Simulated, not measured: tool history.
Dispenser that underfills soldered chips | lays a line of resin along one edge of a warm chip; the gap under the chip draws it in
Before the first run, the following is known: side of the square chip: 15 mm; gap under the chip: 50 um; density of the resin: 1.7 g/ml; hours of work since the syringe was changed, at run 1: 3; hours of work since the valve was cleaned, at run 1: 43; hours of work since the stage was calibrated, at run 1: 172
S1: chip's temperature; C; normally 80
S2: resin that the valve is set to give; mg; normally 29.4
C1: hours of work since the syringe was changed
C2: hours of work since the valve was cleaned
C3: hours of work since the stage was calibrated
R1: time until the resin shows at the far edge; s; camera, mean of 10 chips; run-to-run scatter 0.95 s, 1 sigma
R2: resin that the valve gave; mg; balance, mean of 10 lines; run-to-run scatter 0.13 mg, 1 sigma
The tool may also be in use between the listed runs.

| run | hour | S1 | S2 | C1 | C2 | C3 | R1 | R2 |
|---|---|---|---|---|---|---|---|---|
| 1 | 0.0 | 80 | 29.4 | 3 | 43 | 172 | 107.0 | 28.55 |
| 2 | 6.1 | 80 | 29.4 | 7 | 48 | 177 | 142.3 | 28.37 |
|  | 9.1 | new syringe of resin |
| 3 | 12.8 | 80 | 37.8 | 3 | 52 | 181 | 107.7 | 36.05 |
| 4 | 20.0 | 80 | 37.8 | 8 | 58 | 187 | 151.0 | 36.14 |
|  | 21.6 | new syringe of resin |
| 5 | 25.0 | 88 | 29.4 | 3 | 61 | 190 | 76.6 | 28.09 |
|  | 27.6 | dispensing valve cleaned and set on the balance |
| 6 | 34.3 | 88 | 29.4 | 9 | 5 | 196 | 114.1 | 29.25 |
|  | 35.5 | new syringe of resin |
| 7 | 43.7 | 88 | 29.4 | 6 | 11 | 203 | 95.9 | 29.32 |
|  | 48.1 | new syringe of resin |
| 8 | 48.6 | 94 | 29.4 | 0 | 15 | 206 | 53.1 | 29.20 |
| 9 | 56.6 | 94 | 29.4 | 6 | 21 | 212 | 78.1 | 28.80 |
|  | 60.2 | new syringe of resin |
| 10 | 64.6 | 94 | 29.4 | 3 | 26 | 217 | 65.1 | 28.96 |
|  | 72.9 | new syringe of resin |
| 11 | 72.9 | 94 | 29.4 | 0 | 32 | 223 | 53.2 | 28.76 |
| 12 | 79.0 | 94 | 28.9 | 4 | 36 | 228 | 70.5 | 28.23 |
| 13 | 83.4 | 94 | 28.9 | 8 | 40 | 231 | 87.1 | 28.06 |
|  | 85.0 | new syringe of resin |
| 14 | 92.7 | 94 | 28.9 | 6 | 46 | 237 | 73.9 | 27.89 |
|  | 97.4 | new syringe of resin |
| 15 | 99.4 | 94 | 28.9 | 1 | 51 | 242 | 57.2 | 27.77 |
| 16 | 107.8 | 94 | 28.9 | 8 | 57 | 248 | 86.5 | 27.60 |
|  | 109.5 | new syringe of resin |
| 17 | 114.7 | 94 | 28.9 | 4 | 62 | 253 | 66.0 | 27.44 |
|  | 116.3 | dispensing valve cleaned and set on the balance |
| 18 | 120.8 | 80 | 25.3 | 7 | 3 | 257 | 146.1 | 25.40 |
|  | 122.9 | new syringe of resin |
| 19 | 130.8 | 89 | 31.3 | 6 | 10 | 264 | 89.8 | 30.86 |
|  | 135.3 | new syringe of resin |
| 20 | 138.0 | 69 | 26.1 | 2 | 15 | 269 | 161.1 | 25.78 |
|  | 147.6 | new syringe of resin |
| 21 | 147.8 | 86 | 32.4 | 0 | 22 | 276 | 67.0 | 31.91 |
| 22 | 154.4 | 74 | 37.7 | 5 | 27 | 280 | 149.1 | 36.48 |
|  | 160.0 | new syringe of resin |
| 23 | 163.5 | 72 | 28.9 | 3 | 33 | 287 | 144.8 | 28.21 |
| 24 | 170.3 | 84 | 33.6 | 8 | 38 | 292 | 125.6 | 32.68 |
|  | 172.5 | new syringe of resin |
| 25 | 175.9 | 84 | 33.6 | 2 | 42 | 296 | 86.4 | 32.57 |
| 26 | 182.1 | 84 | 33.6 | 7 | 47 | 300 | 117.5 | 32.37 |
|  | 184.8 | new syringe of resin |
| 27 | 191.1 | 84 | 33.6 | 5 | 53 | 306 | 98.2 | 32.37 |
|  | 197.2 | new syringe of resin |
| 28 | 198.2 | 84 | 33.6 | 1 | 58 | 311 | 77.2 | 31.86 |
| 29 | 203.1 | 78 | 37.7 | 4 | 61 | 315 | 123.9 | 35.65 |
|  | 205.0 | dispensing valve cleaned and set on the balance |
|  | 210.6 | new syringe of resin |
| 30 | 211.3 | 89 | 34.5 | 1 | 4 | 320 | 63.1 | 34.56 |
| 31 | 216.7 | 89 | 34.5 | 4 | 8 | 324 | 81.9 | 34.45 |
|  | 223.2 | new syringe of resin |
| 32 | 224.0 | 85 | 32.7 | 1 | 13 | 329 | 72.5 | 32.40 |
| 33 | 230.2 | 85 | 32.7 | 5 | 18 | 333 | 99.4 | 32.33 |
|  | 235.3 | new syringe of resin |
| 34 | 236.4 | 93 | 26.5 | 1 | 22 | 338 | 56.6 | 26.13 |
| 35 | 242.7 | 93 | 28.5 | 5 | 27 | 342 | 77.0 | 27.99 |

Below, each run's measurement less what the same run would have read without the hidden state. Both values contain the same run-to-run variation, but the gauge's scatter may not be the same in both:
Hidden conditions of the tool in this case: resin's viscosity, % of fresh resin's; dose that the valve gives, % of what is set; true chip temperature over the reading, C; drift of the gauge itself on fill_s, %; drift of the gauge itself on given_mg, %.
| run | R1 | R2 |
|---|---|---|
| 1 | +17.1 | -1.05 |
| 2 | +53.7 | -1.13 |
| 3 | +17.6 | -1.58 |
| 4 | +62.2 | -1.72 |
| 5 | +11.2 | -1.43 |
| 6 | +48.3 | -0.14 |
| 7 | +30.5 | -0.28 |
| 8 | -0.2 | -0.35 |
| 9 | +24.9 | -0.47 |
| 10 | +11.5 | -0.59 |
| 11 | -0.8 | -0.71 |
| 12 | +17.3 | -0.78 |
| 13 | +34.2 | -0.86 |
| 14 | +21.2 | -0.99 |
| 15 | +4.3 | -1.10 |
| 16 | +33.3 | -1.22 |
| 17 | +12.9 | -1.32 |
| 18 | +53.6 | -0.08 |
| 19 | +26.6 | -0.28 |
| 20 | +17.8 | -0.32 |
| 21 | -1.9 | -0.57 |
| 22 | +37.5 | -0.79 |
| 23 | +20.8 | -0.74 |
| 24 | +48.6 | -0.99 |
| 25 | +10.4 | -1.08 |
| 26 | +41.1 | -1.18 |
| 27 | +24.0 | -1.33 |
| 28 | +1.9 | -1.44 |
| 29 | +28.1 | -1.71 |
| 30 | +0.2 | -0.08 |
| 31 | +18.8 | -0.17 |
| 32 | -0.1 | -0.29 |
| 33 | +25.6 | -0.40 |
| 34 | +1.1 | -0.40 |
| 35 | +21.6 | -0.53 |

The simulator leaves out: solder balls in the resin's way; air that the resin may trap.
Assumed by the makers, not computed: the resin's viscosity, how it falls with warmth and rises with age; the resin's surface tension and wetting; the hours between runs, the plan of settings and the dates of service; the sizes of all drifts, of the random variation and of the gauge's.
